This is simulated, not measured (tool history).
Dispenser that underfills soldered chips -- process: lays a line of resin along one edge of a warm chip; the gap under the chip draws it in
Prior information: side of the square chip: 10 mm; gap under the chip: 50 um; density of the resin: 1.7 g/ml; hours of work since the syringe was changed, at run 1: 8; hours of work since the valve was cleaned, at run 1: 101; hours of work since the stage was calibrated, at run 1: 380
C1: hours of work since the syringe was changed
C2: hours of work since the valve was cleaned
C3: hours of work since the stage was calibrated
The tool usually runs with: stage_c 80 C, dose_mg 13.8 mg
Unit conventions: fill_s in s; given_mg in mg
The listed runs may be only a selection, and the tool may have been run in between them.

Run 1, hour 0: usual settings; C1 8; C2 101; C3 380. Result: fill_s 224.4 s, given_mg 12.42 mg.
At hour 4.2: new syringe of resin.
Run 2, hour 11.4: usual settings; C1 5; C2 108; C3 388. Result: fill_s 196.2 s, given_mg 12.23 mg.
Run 3, hour 19: usual settings; C1 10; C2 114; C3 393. Result: fill_s 249.6 s, given_mg 12.34 mg.
At hour 20: new syringe of resin.
Run 4, hour 28.9: usual settings; C1 6; C2 121; C3 400. Result: fill_s 212.3 s, given_mg 12.08 mg.
At hour 35.6: new syringe of resin.
Run 5, hour 36.4: usual settings; C1 1; C2 126; C3 405. Result: fill_s 160.3 s, given_mg 12.04 mg.
Run 6, hour 46.6: usual settings; C1 8; C2 133; C3 412. Result: fill_s 223.8 s, given_mg 11.97 mg.
At hour 52.1: new syringe of resin.
Run 7, hour 59.4: usual settings; C1 5; C2 142; C3 421. Result: fill_s 196.7 s, given_mg 11.72 mg.
At hour 66.6: dispensing valve cleaned and set on the balance.
At hour 68.4: new syringe of resin.
Run 8, hour 75.4: usual settings but stage_c 73 C; C1 5; C2 6; C3 431. Result: fill_s 261 s, given_mg 13.66 mg.
Run 9, hour 82.2: usual settings but stage_c 73 C, dose_mg 17.5 mg; C1 10; C2 11; C3 436. Result: fill_s 321.1 s, given_mg 17.22 mg.
At hour 83.9: new syringe of resin.
Run 10, hour 96.7: usual settings but stage_c 73 C, dose_mg 17.5 mg; C1 9; C2 21; C3 446. Result: fill_s 309.4 s, given_mg 17.09 mg.

Run 11 has not been measured yet. What should we expect?
At hour 100.1: new syringe of resin.
At hour 109: stage's temperature calibrated.
Run 11, hour 112.8: usual settings but stage_c 83 C, dose_mg 12.8 mg; C1 8; C2 31; C3 3. Result: fill_s ?, given_mg ?.

{"run 11": {"fill_s": 191.2, "given_mg": 12.4}}
Had the tool carried no hidden state, the very same run would have given fill_s 128.3 s, given_mg 12.78 mg.

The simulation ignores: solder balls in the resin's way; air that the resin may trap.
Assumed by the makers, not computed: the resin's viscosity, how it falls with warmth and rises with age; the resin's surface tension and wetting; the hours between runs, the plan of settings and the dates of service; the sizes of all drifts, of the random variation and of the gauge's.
